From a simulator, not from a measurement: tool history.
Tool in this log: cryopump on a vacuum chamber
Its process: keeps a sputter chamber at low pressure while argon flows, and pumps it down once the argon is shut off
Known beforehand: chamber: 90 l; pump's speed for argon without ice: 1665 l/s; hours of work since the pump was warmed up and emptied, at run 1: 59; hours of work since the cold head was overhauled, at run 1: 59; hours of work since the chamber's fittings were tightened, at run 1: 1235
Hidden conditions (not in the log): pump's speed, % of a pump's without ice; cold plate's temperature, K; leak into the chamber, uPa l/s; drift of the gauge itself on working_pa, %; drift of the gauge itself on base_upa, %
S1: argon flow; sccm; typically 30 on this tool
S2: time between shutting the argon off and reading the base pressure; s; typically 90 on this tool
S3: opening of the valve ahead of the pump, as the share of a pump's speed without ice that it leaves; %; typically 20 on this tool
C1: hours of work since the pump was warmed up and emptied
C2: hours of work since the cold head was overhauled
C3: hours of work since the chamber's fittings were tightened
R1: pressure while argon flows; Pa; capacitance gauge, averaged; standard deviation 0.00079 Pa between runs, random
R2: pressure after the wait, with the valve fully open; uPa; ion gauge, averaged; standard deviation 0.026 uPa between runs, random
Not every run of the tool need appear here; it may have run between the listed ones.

Run 1, day 0: usual settings; C1 59; C2 59; C3 1235. Result: R1 0.1531 Pa, R2 2.74 uPa.
Run 2, day 0.875: usual settings but S1 31 sccm; C1 74; C2 74; C3 1250. Result: R1 0.1584 Pa, R2 2.79 uPa.
Run 3, day 1.833: usual settings but S1 31 sccm; C1 90; C2 90; C3 1267. Result: R1 0.1581 Pa, R2 2.8 uPa.
Run 4, day 2.846: usual settings but S1 31 sccm; C1 108; C2 108; C3 1284. Result: R1 0.1605 Pa, R2 2.85 uPa.
Run 5, day 3.417: usual settings but S1 44 sccm; C1 118; C2 118; C3 1294. Result: R1 0.2246 Pa, R2 2.97 uPa.
Run 6, day 3.992: usual settings but S1 44 sccm; C1 128; C2 128; C3 1304. Result: R1 0.2273 Pa, R2 2.92 uPa.
Run 7, day 4.458: usual settings but S1 24 sccm; C1 136; C2 136; C3 1312. Result: R1 0.1229 Pa, R2 2.99 uPa.
Run 8, day 5.104: usual settings but S1 24 sccm; C1 147; C2 147; C3 1323. Result: R1 0.1237 Pa, R2 3.04 uPa.
Run 9, day 6.158: usual settings but S2 201 s; C1 165; C2 165; C3 1341. Result: R1 0.1536 Pa, R2 2.46 uPa.
Run 10, day 7.158: usual settings but S2 201 s; C1 182; C2 182; C3 1358. Result: R1 0.1546 Pa, R2 2.46 uPa.
Run 11, day 7.733: usual settings but S2 40 s; C1 192; C2 192; C3 1368. Result: R1 0.1534 Pa, R2 4.19 uPa.
Run 12, day 8.325: usual settings but S2 127 s, S3 18 %; C1 202; C2 202; C3 1379. Result: R1 0.1718 Pa, R2 2.89 uPa.
Run 13, day 9.162: usual settings but S2 127 s, S3 18 %; C1 217; C2 217; C3 1393. Result: R1 0.1713 Pa, R2 2.82 uPa.
Run 14, day 9.95: usual settings but S1 25 sccm; C1 230; C2 230; C3 1407. Result: R1 0.1289 Pa, R2 3.19 uPa.
Run 15, day 11.025: usual settings but S1 25 sccm; C1 249; C2 249; C3 1425. Result: R1 0.1302 Pa, R2 3.21 uPa.
Run 16, day 11.558: usual settings but S1 25 sccm; C1 258; C2 258; C3 1434. Result: R1 0.1303 Pa, R2 3.18 uPa.
Run 17, day 12.221: usual settings but S1 25 sccm, S2 87 s, S3 17 %; C1 269; C2 269; C3 1446. Result: R1 0.1522 Pa, R2 3.23 uPa.
Run 18, day 12.871: usual settings but S1 25 sccm, S2 87 s, S3 17 %; C1 281; C2 281; C3 1457. Result: R1 0.1522 Pa, R2 3.39 uPa.
Run 19, day 13.95: usual settings but S1 21 sccm, S2 57 s, S3 25 %; C1 299; C2 299; C3 1476. Result: R1 0.0879 Pa, R2 3.86 uPa.
Run 20, day 14.742: usual settings but S1 21 sccm, S2 57 s, S3 25 %; C1 313; C2 313; C3 1489. Result: R1 0.0885 Pa, R2 3.91 uPa.

Branching from run 20: 5 alternative next runs. What would each branch give?
Run A, day 15.779: usual settings but S1 19 sccm, S2 57 s, S3 25 %; C1 331; C2 331; C3 1507. Result: R1 ?, R2 ?.
Run B, day 15.779: usual settings but S1 22 sccm; C1 331; C2 331; C3 1507. Result: R1 ?, R2 ?.
Run C, day 15.779: usual settings but S1 21 sccm; C1 331; C2 331; C3 1507. Result: R1 ?, R2 ?.
Run D, day 15.779: usual settings but S1 23 sccm, S2 94 s, S3 33 %; C1 331; C2 331; C3 1507. Result: R1 ?, R2 ?.
Run E, day 15.779: usual settings but S1 21 sccm, S2 40 s, S3 42 %; C1 331; C2 331; C3 1507. Result: R1 ?, R2 ?.

run      R1    R2
  A  0.0794  3.86
  B   0.114  3.35
  C  0.1095  3.41
  D  0.0731   3.3
  E  0.0528   4.6
Without the tool's unlogged condition, the same runs would have read:
run      R1    R2
  A  0.0768  1.63
  B  0.1111  1.11
  C  0.1067  1.12
  D    0.07  1.04
  E    0.05   2.3
